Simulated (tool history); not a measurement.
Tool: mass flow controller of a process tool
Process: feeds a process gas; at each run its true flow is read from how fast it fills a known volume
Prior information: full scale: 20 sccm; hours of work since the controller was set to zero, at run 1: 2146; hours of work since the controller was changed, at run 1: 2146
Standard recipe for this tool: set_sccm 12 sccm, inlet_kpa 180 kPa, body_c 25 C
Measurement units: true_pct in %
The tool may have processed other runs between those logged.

| run | hour | set_sccm | inlet_kpa | body_c | hours of work since the controller was set to zero | hours of work since the controller was changed | true_pct |
|---|---|---|---|---|---|---|---|
| 1 | 0 | 12 | 180 | 25 | 2146 | 2146 | 99.59 |
| 2 | 120 | 12 | 214 | 25 | 2216 | 2216 | 99.44 |
| 3 | 256 | 12 | 214 | 25 | 2296 | 2296 | 99.38 |
| 4 | 365.8 | 12 | 214 | 32 | 2360 | 2360 | 98.89 |
| 5 | 429.5 | 12 | 214 | 32 | 2397 | 2397 | 98.83 |
| 6 | 516.2 | 2 | 180 | 25 | 2447 | 2447 | 101.37 |
| 7 | 649.5 | 2 | 180 | 25 | 2525 | 2525 | 101.56 |
| 8 | 763.7 | 2 | 180 | 25 | 2591 | 2591 | 101.45 |
| 9 | 868.2 | 12 | 163 | 25 | 2652 | 2652 | 99.78 |
| 10 | 951.6 | 12 | 163 | 25 | 2701 | 2701 | 99.8 |
| 11 | 1040.7 | 12 | 163 | 25 | 2753 | 2753 | 99.82 |
| 12 | 1167.1 | 12 | 163 | 25 | 2826 | 2826 | 99.87 |
| 13 | 1304.3 | 12 | 163 | 25 | 2906 | 2906 | 99.85 |
| 14 | 1387.5 | 12 | 245 | 25 | 2955 | 2955 | 99.26 |
| 15 | 1520.5 | 3 | 245 | 25 | 3032 | 3032 | 100.4 |
| 16 | 1619.5 | 3 | 245 | 25 | 3090 | 3090 | 100.38 |
| 17 | 1690.8 | 3 | 245 | 40 | 3131 | 3131 | 99.49 |
| 18 | 1773.2 | 5 | 180 | 25 | 3179 | 3179 | 100.03 |
| 19 | 1835 | 3 | 180 | 25 | 3215 | 3215 | 100.92 |
| 20 | 1923.3 | 3 | 180 | 25 | 3267 | 3267 | 101 |
| 21 | 1986.2 | 12 | 180 | 25 | 3303 | 3303 | 99.73 |
| 22 | 2060.4 | 12 | 180 | 25 | 3346 | 3346 | 99.63 |
| 23 | 2194 | 12 | 180 | 25 | 3424 | 3424 | 99.69 |
| 24 | 2254.1 | 12 | 180 | 25 | 3459 | 3459 | 99.63 |
| 25 | 2382.2 | 12 | 180 | 25 | 3534 | 3534 | 99.71 |
| 26 | 2519.7 | 3 | 146 | 23 | 3614 | 3614 | 101.63 |
| 27 | 2650.4 | 3 | 146 | 23 | 3690 | 3690 | 101.7 |
| 28 | 2720.1 | 3 | 146 | 23 | 3731 | 3731 | 101.54 |
| 29 | 2806 | 12 | 143 | 35 | 3781 | 3781 | 99.3 |
| 30 | 2919.2 | 9 | 230 | 22 | 3847 | 3847 | 99.77 |
| 31 | 3000.5 | 9 | 230 | 22 | 3894 | 3894 | 99.52 |
| 32 | 3138.3 | 9 | 230 | 22 | 3974 | 3974 | 99.67 |
| 33 | 3207.6 | 9 | 230 | 22 | 4014 | 4014 | 99.53 |
| 34 | 3287.4 | 3 | 180 | 25 | 4061 | 4061 | 101.25 |
| 35 | 3376.6 | 3 | 180 | 25 | 4113 | 4113 | 101.37 |
| 36 | 3503.2 | 3 | 180 | 25 | 4187 | 4187 | 101.41 |
| 37 | 3582.3 | 8 | 244 | 25 | 4233 | 4233 | 99.35 |
| 38 | 3654.3 | 8 | 244 | 25 | 4275 | 4275 | 99.38 |
| 39 | 3724.3 | 12 | 265 | 25 | 4315 | 4315 | 99.09 |

Run 40, settings as shown, results not yet in. Your forecast:
| 40 | 3799.5 | 3 | 265 | 23 | 4359 | 4359 | ? |

{"run 40": {"true_pct": 101.05}}
Had the tool carried no hidden state, the very same run would have given true_pct 98.68 %.
